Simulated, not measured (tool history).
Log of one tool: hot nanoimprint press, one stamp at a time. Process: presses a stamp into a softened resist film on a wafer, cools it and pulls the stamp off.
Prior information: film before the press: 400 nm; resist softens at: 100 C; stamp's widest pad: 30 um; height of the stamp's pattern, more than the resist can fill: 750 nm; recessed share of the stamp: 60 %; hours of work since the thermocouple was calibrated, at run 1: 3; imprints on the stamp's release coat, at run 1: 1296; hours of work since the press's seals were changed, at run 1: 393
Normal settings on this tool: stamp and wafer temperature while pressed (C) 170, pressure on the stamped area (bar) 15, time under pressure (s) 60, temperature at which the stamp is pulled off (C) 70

run	hour	stamp and wafer temperature while pressed (C)	pressure on the stamped area (bar)	time under pressure (s)	temperature at which the stamp is pulled off (C)	hours of work since the thermocouple was calibrated	imprints on the stamp's release coat	hours of work since the press's seals were changed	resist left under the stamp's widest pad (Å)	greatest force while the stamp is pulled off (N)
1	0	170	15	60	70	3	1296	393	1762	231
2	6.9	170	15	60	70	8	1325	397	1762	237
# hour 15.5: stamp cleaned and given a new release coat
3	23.7	170	15	63	70	14	34	404	1723	163
4	38.3	170	15	63	70	24	96	414	1730	162
5	53.7	170	18	63	70	34	160	424	1600	167
6	63.8	170	18	63	70	40	203	430	1604	172
7	73.4	170	18	63	70	46	243	436	1603	172
8	87	170	18	63	70	55	300	445	1597	177
9	100.4	170	18	63	70	63	357	453	1599	175
10	107.1	170	18	63	70	68	385	458	1604	188
11	114.5	170	15	60	70	72	416	462	1752	173
12	121.5	170	15	60	70	77	445	467	1757	180
13	132.4	170	15	60	70	84	491	474	1756	183
14	140.9	170	15	60	70	89	527	479	1758	192
15	149	170	15	51	70	94	561	484	1869	193
16	160.8	170	15	51	70	102	611	492	1870	199
17	168.7	177	15	60	70	107	644	497	1240	194
18	181.8	181	15	60	64	115	699	505	1023	203
19	190.9	181	15	60	64	121	737	511	1025	210
20	199.7	168	15	70	70	127	774	517	1814	201
21	215	168	15	70	70	137	838	527	1811	209
22	230.5	168	15	70	70	146	904	536	1809	205
23	244.2	174	15	70	70	155	961	545	1337	216
24	252.7	170	15	60	56	161	997	551	1749	234
25	263	170	15	60	56	167	1040	557	1740	228
26	272.5	170	15	53	70	173	1080	563	1827	218
27	281	170	15	100	66	179	1116	569	1406	222
28	293.8	170	11	104	62	187	1170	577	1584	238
29	307.1	170	11	104	62	195	1225	585	1579	234
30	313.7	170	11	104	62	200	1253	590	1575	245

Forecast each of these 3 alternatives for the next run:
A	322.1	174	11	104	62	205	1289	595	?	?
B	322.1	179	11	103	71	205	1289	595	?	?
C	322.1	170	11	93	77	205	1289	595	?	?

run	resist left under the stamp's widest pad (Å)	greatest force while the stamp is pulled off (N)
A	1289	246
B	1010	233
C	1657	224
Take away the tool's hidden state, keep each run's random variation, and the runs would have read:
run	resist left under the stamp's widest pad (Å)	greatest force while the stamp is pulled off (N)
A	1311	171
B	1026	162
C	1687	155

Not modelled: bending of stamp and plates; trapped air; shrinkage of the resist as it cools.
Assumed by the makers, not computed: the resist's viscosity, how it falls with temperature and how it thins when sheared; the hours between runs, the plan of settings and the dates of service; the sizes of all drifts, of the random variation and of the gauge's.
